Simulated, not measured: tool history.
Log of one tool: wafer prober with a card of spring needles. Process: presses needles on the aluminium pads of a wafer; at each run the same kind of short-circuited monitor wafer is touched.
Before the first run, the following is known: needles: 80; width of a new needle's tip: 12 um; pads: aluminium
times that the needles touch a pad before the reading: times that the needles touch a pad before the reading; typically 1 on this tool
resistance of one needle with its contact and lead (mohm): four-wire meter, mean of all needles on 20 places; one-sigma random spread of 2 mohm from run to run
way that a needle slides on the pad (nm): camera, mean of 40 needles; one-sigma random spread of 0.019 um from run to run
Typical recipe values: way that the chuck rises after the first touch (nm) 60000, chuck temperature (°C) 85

run,day,way that the chuck rises after the first touch (nm),chuck temperature (°C),times that the needles touch a pad before the reading,resistance of one needle with its contact and lead (mohm),way that a needle slides on the pad (nm)
1,0.000,60000,85,1,225,7620
# day 0.812: tips cleaned on abrasive film
# day 1.767: tips cleaned on abrasive film
2,2.100,60000,85,1,249,7590
# day 2.721: tips cleaned on abrasive film
# day 3.712: tips cleaned on abrasive film
3,3.779,60000,85,1,227,7580
# day 4.696: tips cleaned on abrasive film
# day 5.696: tips cleaned on abrasive film
4,6.279,60000,85,1,262,7560
# day 6.696: tips cleaned on abrasive film
# day 7.692: tips cleaned on abrasive film
5,7.858,60000,85,1,238,7570
# day 8.658: tips cleaned on abrasive film
# day 9.683: tips cleaned on abrasive film
6,9.738,60000,85,1,222,7490
# day 10.558: tips cleaned on abrasive film
# day 11.429: tips cleaned on abrasive film
7,11.429,60000,85,1,221,7480
# day 12.417: tips cleaned on abrasive film
# day 13.388: tips cleaned on abrasive film
8,13.388,60000,85,1,219,7440
# day 14.321: tips cleaned on abrasive film
# day 15.254: tips cleaned on abrasive film
# day 16.204: tips cleaned on abrasive film
9,16.308,60000,85,1,233,7410
# day 17.046: tips cleaned on abrasive film
# day 18.025: tips cleaned on abrasive film
10,18.029,60000,85,1,221,7380
# day 18.858: tips cleaned on abrasive film
# day 19.075: height of the first contact set anew
11,19.604,60000,85,1,274,7260
# day 19.812: tips cleaned on abrasive film
# day 20.846: tips cleaned on abrasive film
# day 21.862: tips cleaned on abrasive film
12,22.404,60000,85,2,244,7240
# day 22.821: tips cleaned on abrasive film
# day 23.833: tips cleaned on abrasive film
# day 24.783: tips cleaned on abrasive film
# day 25.750: tips cleaned on abrasive film
13,25.750,60000,85,2,223,7160
# day 26.688: tips cleaned on abrasive film
# day 27.679: tips cleaned on abrasive film
14,28.000,60000,85,2,237,7170
# day 28.621: tips cleaned on abrasive film
# day 29.450: tips cleaned on abrasive film
15,30.117,60000,85,1,278,7130
# day 30.483: tips cleaned on abrasive film
# day 31.450: tips cleaned on abrasive film
16,31.746,47000,40,1,277,5410
# day 32.371: tips cleaned on abrasive film
# day 33.404: tips cleaned on abrasive film
# day 34.421: tips cleaned on abrasive film
17,34.771,76000,109,1,252,9160
# day 35.283: tips cleaned on abrasive film
# day 36.321: tips cleaned on abrasive film
# day 37.271: tips cleaned on abrasive film
# day 38.317: height of the first contact set anew, once more
# day 38.321: tips cleaned on abrasive film
18,38.529,41000,38,2,249,5280
# day 39.321: tips cleaned on abrasive film
# day 40.321: tips cleaned on abrasive film
# day 41.354: tips cleaned on abrasive film
19,41.875,43000,39,2,265,5500
# day 42.292: tips cleaned on abrasive film
# day 43.325: tips cleaned on abrasive film
20,43.475,43000,39,2,236,5490
# day 44.304: tips cleaned on abrasive film
# day 45.133: tips cleaned on abrasive film
# day 46.117: tips cleaned on abrasive film
# day 46.958: tips cleaned on abrasive film
21,46.958,43000,39,2,217,5420
# day 47.958: tips cleaned on abrasive film
# day 48.933: tips cleaned on abrasive film
22,49.054,43000,39,2,235,5390
# day 49.879: tips cleaned on abrasive film
# day 50.892: tips cleaned on abrasive film
23,50.988,60000,64,1,225,7520
# day 51.796: tips cleaned on abrasive film
# day 52.800: tips cleaned on abrasive film
# day 53.833: tips cleaned on abrasive film
24,54.279,44000,73,2,268,5440
# day 54.696: tips cleaned on abrasive film
# day 55.662: tips cleaned on abrasive film
# day 56.492: tips cleaned on abrasive film
# day 57.446: tips cleaned on abrasive film
25,57.892,44000,81,2,269,5370
# day 58.308: tips cleaned on abrasive film
# day 59.238: tips cleaned on abrasive film
26,59.633,42000,53,1,310,5110
# day 60.212: tips cleaned on abrasive film
# day 61.175: tips cleaned on abrasive film
# day 62.167: tips cleaned on abrasive film
# day 63.175: tips cleaned on abrasive film
27,63.258,42000,53,1,249,5090

Each row is a separate what-if for the run after 27, all from the same tool condition, not one after another. Results?
# day 64.079: tips cleaned on abrasive film
# day 65.112: tips cleaned on abrasive film
A,65.425,56000,69,1,?,?
# day 64.079: tips cleaned on abrasive film
# day 65.112: tips cleaned on abrasive film
B,65.425,45000,35,1,?,?
# day 64.079: tips cleaned on abrasive film
# day 65.112: tips cleaned on abrasive film
C,65.425,60000,108,2,?,?

run,resistance of one needle with its contact and lead (mohm),way that a needle slides on the pad (nm)
A,259,6830
B,275,5430
C,244,7360
Had the tool no hidden state, the same runs would have come out as:
run,resistance of one needle with its contact and lead (mohm),way that a needle slides on the pad (nm)
A,214,7200
B,203,5810
C,222,7740

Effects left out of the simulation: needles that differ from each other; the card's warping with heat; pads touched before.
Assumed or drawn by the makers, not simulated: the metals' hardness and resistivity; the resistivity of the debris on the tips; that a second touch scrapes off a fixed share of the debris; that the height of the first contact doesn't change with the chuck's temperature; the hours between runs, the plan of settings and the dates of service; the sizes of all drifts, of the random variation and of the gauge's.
